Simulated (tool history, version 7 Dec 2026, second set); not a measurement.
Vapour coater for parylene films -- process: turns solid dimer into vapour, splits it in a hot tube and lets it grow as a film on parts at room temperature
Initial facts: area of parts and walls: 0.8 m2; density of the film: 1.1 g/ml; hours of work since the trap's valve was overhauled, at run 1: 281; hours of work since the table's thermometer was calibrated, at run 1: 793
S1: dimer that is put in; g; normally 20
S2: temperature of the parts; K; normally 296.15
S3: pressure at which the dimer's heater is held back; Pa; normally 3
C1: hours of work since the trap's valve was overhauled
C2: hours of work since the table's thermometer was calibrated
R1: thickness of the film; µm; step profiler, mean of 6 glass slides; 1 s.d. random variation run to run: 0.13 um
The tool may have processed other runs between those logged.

Run 1, day 0: usual settings; C1 281; C2 793. Result: R1 16.32 µm.
Run 2, day 1.367: usual settings but S1 12 g; C1 309; C2 821. Result: R1 9.92 µm.
Run 3, day 2.225: usual settings but S1 12 g; C1 327; C2 839. Result: R1 10.03 µm.
Run 4, day 3.012: usual settings but S1 12 g; C1 343; C2 855. Result: R1 9.82 µm.
Run 5, day 3.662: usual settings but S1 12 g; C1 357; C2 868. Result: R1 9.84 µm.
Run 6, day 4.95: usual settings; C1 383; C2 894. Result: R1 16.39 µm.
Run 7, day 6.358: usual settings but S1 25 g, S3 10.81 Pa; C1 412; C2 923. Result: R1 15.31 µm.
Run 8, day 7.338: usual settings but S2 305.15 K, S3 3.16 Pa; C1 432; C2 944. Result: R1 13.8 µm.
Run 9, day 8.238: usual settings but S2 288.15 K, S3 11.99 Pa; C1 451; C2 962. Result: R1 14.1 µm.
Run 10, day 9.479: usual settings but S3 2.87 Pa; C1 476; C2 988. Result: R1 16.52 µm.
Run 11, day 10.504: usual settings but S1 14 g, S2 307.15 K, S3 7.41 Pa; C1 497; C2 1009. Result: R1 7.5 µm.
Run 12, day 11.121: usual settings but S1 14 g, S2 290.15 K, S3 7.41 Pa; C1 510; C2 1021. Result: R1 10.38 µm.

Consider 3 possible next runs. They are alternatives, not a sequence: every one starts from the tool as it was left by run 12. What does each give?
Run A, day 12.429: usual settings but S1 14 g, S2 290.15 K, S3 2.4 Pa; C1 537; C2 1048. Result: R1 ?.
Run B, day 12.429: usual settings but S1 14 g, S2 290.15 K, S3 6.33 Pa; C1 537; C2 1048. Result: R1 ?.
Run C, day 12.429: usual settings but S1 32 g, S2 294.15 K, S3 8.41 Pa; C1 537; C2 1048. Result: R1 ?.

run     R1
  A  13.61
  B  10.86
  C  21.82
What these runs would have given with no unlogged condition in the tool:
run     R1
  A  13.68
  B  10.92
  C  21.94
